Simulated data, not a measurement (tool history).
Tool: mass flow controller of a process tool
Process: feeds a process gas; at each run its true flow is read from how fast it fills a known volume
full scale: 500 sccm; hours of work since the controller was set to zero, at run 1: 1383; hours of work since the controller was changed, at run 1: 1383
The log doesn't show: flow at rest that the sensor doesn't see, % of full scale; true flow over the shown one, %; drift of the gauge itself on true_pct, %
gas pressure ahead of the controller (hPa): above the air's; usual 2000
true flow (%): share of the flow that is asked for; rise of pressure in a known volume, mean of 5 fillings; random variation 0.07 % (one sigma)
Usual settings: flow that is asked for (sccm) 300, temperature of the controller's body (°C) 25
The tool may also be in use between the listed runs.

run	hour	flow that is asked for (sccm)	gas pressure ahead of the controller (hPa)	temperature of the controller's body (°C)	hours of work since the controller was set to zero	hours of work since the controller was changed	true flow (%)
1	0.0	300	2000	25	1383	1383	98.95
2	78.7	300	2000	25	1433	1433	98.96
3	167.4	300	2000	25	1491	1491	98.82
4	235.3	300	2000	25	1534	1534	98.72
5	355.6	300	2000	25	1612	1612	98.82
6	418.1	300	2000	25	1652	1652	98.78
7	475.7	300	2000	25	1689	1689	98.80
8	550.5	300	2430	25	1738	1738	98.52
9	645.5	300	2000	26	1799	1799	98.84
10	774.0	300	2000	26	1882	1882	98.85
11	901.2	300	2000	26	1964	1964	98.80
12	1037.5	300	2000	26	2052	2052	98.56
13	1145.2	300	2000	25	2121	2121	98.65
14	1240.2	300	2000	25	2183	2183	98.69
15	1310.7	300	2000	25	2228	2228	98.61
16	1417.8	300	2000	25	2297	2297	98.53
17	1491.6	300	2000	25	2345	2345	98.57
18	1611.2	300	2000	25	2422	2422	98.52
19	1707.2	300	2000	25	2484	2484	98.56
20	1792.3	162	2000	25	2539	2539	97.77
21	1854.3	300	2300	25	2579	2579	98.57
22	1939.6	300	2300	25	2634	2634	98.37
23	2027.9	300	2000	25	2691	2691	98.31
24	2106.5	300	2000	25	2741	2741	98.50
25	2196.0	300	2000	25	2799	2799	98.55
26	2317.1	55	2000	25	2877	2877	95.17
27	2417.5	55	2000	22	2942	2942	94.99
28	2484.9	85	2130	37	2985	2985	96.47
29	2559.0	67	2020	24	3033	3033	95.67
# hour 2567.3: controller's zero set anew
30	2688.7	450	1900	24	78	3117	99.00
31	2757.0	55	2320	27	122	3161	94.26
32	2848.7	270	2320	27	181	3220	98.01
# hour 2908.6: controller's zero set anew, once more
33	2915.4	270	2320	27	4	3262	98.74
34	3002.1	244	2320	27	60	3318	98.59
35	3134.1	271	1470	30	145	3403	99.23
36	3226.6	271	1990	30	205	3463	98.96
37	3348.5	271	1970	20	284	3542	98.77
38	3408.3	271	1970	20	322	3580	98.66
39	3465.9	271	1970	20	359	3617	98.68
40	3549.2	55	2240	20	413	3671	97.07
41	3611.6	300	2230	27	453	3711	98.80
42	3700.3	300	1540	22	511	3769	99.07
43	3769.5	300	1600	26	555	3813	98.99
44	3851.8	115	2000	28	608	3866	98.10
45	3953.7	103	2000	25	674	3932	97.85
46	4080.8	103	1550	24	756	4014	98.01
47	4185.9	103	1550	24	824	4082	97.80
48	4292.7	103	1550	24	893	4151	97.98

Forecast each of these 4 alternatives for the next run:
A	4358.9	105	1550	20	935	4193	?
B	4358.9	140	1550	26	935	4193	?
C	4358.9	159	2560	22	935	4193	?
D	4358.9	300	2390	40	935	4193	?

run	true flow (%)
A	97.72
B	98.09
C	97.61
D	98.75
Without the tool's hidden state the same runs would have given:
run	true flow (%)
A	98.84
B	99.05
C	98.52
D	99.46

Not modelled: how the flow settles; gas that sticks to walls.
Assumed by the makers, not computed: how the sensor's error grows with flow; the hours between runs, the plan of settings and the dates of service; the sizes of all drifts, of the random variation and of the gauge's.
